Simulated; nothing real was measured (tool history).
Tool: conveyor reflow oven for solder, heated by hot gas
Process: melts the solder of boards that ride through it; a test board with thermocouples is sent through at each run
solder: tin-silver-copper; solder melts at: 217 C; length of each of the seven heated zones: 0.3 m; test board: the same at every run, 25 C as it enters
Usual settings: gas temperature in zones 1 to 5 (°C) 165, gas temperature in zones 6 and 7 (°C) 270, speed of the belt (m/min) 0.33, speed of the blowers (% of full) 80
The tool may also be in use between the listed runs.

| run | hour | gas temperature in zones 1 to 5 (°C) | gas temperature in zones 6 and 7 (°C) | speed of the belt (m/min) | speed of the blowers (% of full) | highest temperature of the board (°C) | time above the solder's melting point (s) |
|---|---|---|---|---|---|---|---|
| 1 | 0 | 165 | 270 | 0.33 | 80 | 258.1 | 86.6 |
| 2 | 54.1 | 158 | 270 | 0.33 | 80 | 257.2 | 82.8 |
|  | 78.5 | flux residue cleaned out of gas plates and filters |
|  | 114.4 | belt drive overhauled, speed set with a stopwatch |
| 3 | 126.6 | 171 | 270 | 0.33 | 80 | 258.7 | 88.1 |
| 4 | 186.5 | 171 | 270 | 0.33 | 80 | 258.6 | 87.6 |
| 5 | 254.3 | 171 | 270 | 0.33 | 80 | 259.1 | 87.2 |
| 6 | 325.4 | 171 | 270 | 0.33 | 80 | 258.7 | 87.7 |
|  | 354.5 | flux residue cleaned out of gas plates and filters |
| 7 | 378.9 | 165 | 270 | 0.329 | 80 | 259.1 | 85.8 |
| 8 | 423.3 | 165 | 270 | 0.33 | 80 | 258.4 | 85.6 |
| 9 | 505.9 | 165 | 270 | 0.33 | 80 | 258.6 | 84.9 |
| 10 | 589.9 | 165 | 270 | 0.33 | 80 | 258.3 | 85 |
|  | 627 | flux residue cleaned out of gas plates and filters |
| 11 | 657.3 | 165 | 270 | 0.33 | 73 | 257.9 | 84.2 |
| 12 | 739.1 | 165 | 270 | 0.33 | 73 | 257.7 | 84.6 |
|  | 800.1 | thermocouples of zones 6 and 7 changed |
| 13 | 809.6 | 165 | 270 | 0.33 | 62 | 251.8 | 77.6 |
| 14 | 890 | 165 | 270 | 0.33 | 62 | 251.5 | 76.9 |
|  | 902.3 | flux residue cleaned out of gas plates and filters |
| 15 | 975.6 | 165 | 258 | 0.33 | 80 | 246.5 | 75 |
| 16 | 1032.9 | 165 | 264 | 0.268 | 55 | 251.3 | 97 |
| 17 | 1112.6 | 165 | 264 | 0.268 | 55 | 251.3 | 97.3 |
|  | 1174.4 | flux residue cleaned out of gas plates and filters |
| 18 | 1183.9 | 165 | 264 | 0.268 | 55 | 252.2 | 97.7 |
| 19 | 1250.6 | 167 | 264 | 0.33 | 80 | 253.2 | 82.8 |
| 20 | 1298.3 | 161 | 265 | 0.328 | 84 | 254.5 | 82.8 |
| 21 | 1335 | 164 | 270 | 0.33 | 80 | 258.7 | 85.2 |
| 22 | 1369.4 | 179 | 271 | 0.33 | 80 | 261.4 | 95.1 |
| 23 | 1418.8 | 179 | 271 | 0.33 | 80 | 261.1 | 93.9 |
|  | 1448.4 | flux residue cleaned out of gas plates and filters |
| 24 | 1459.1 | 152 | 271 | 0.33 | 80 | 258.9 | 81.1 |
| 25 | 1521.2 | 152 | 269 | 0.338 | 80 | 256.4 | 77.2 |
| 26 | 1557.5 | 177 | 259 | 0.353 | 53 | 240.9 | 63.6 |
| 27 | 1637.3 | 177 | 259 | 0.353 | 53 | 241.1 | 64.1 |
|  | 1720.7 | flux residue cleaned out of gas plates and filters |
| 28 | 1722.2 | 170 | 264 | 0.316 | 64 | 252 | 86.1 |
| 29 | 1802.4 | 153 | 259 | 0.277 | 74 | 251.9 | 92.4 |

5 ways to go on from here, each from the tool as it stands after run 29. What would each give?
|  | 1862.2 | thermocouples of zones 6 and 7 changed |
| A | 1880 | 170 | 259 | 0.277 | 74 | ? | ? |
|  | 1862.2 | thermocouples of zones 6 and 7 changed |
| B | 1880 | 164 | 259 | 0.277 | 74 | ? | ? |
|  | 1862.2 | thermocouples of zones 6 and 7 changed |
| C | 1880 | 153 | 282 | 0.277 | 66 | ? | ? |
|  | 1862.2 | thermocouples of zones 6 and 7 changed |
| D | 1880 | 174 | 270 | 0.268 | 70 | ? | ? |
|  | 1862.2 | thermocouples of zones 6 and 7 changed |
| E | 1880 | 156 | 270 | 0.33 | 60 | ? | ? |

| run | highest temperature of the board (°C) | time above the solder's melting point (s) |
|---|---|---|
| A | 250.6 | 100.4 |
| B | 250.6 | 96.5 |
| C | 269 | 107.8 |
| D | 261.2 | 115.4 |
| E | 250.2 | 72.2 |
Without the tool's hidden state the same runs would have given:
| run | highest temperature of the board (°C) | time above the solder's melting point (s) |
|---|---|---|
| A | 250.7 | 98.4 |
| B | 250.7 | 94.5 |
| C | 269 | 105.4 |
| D | 261.3 | 112.9 |
| E | 250.1 | 70.5 |
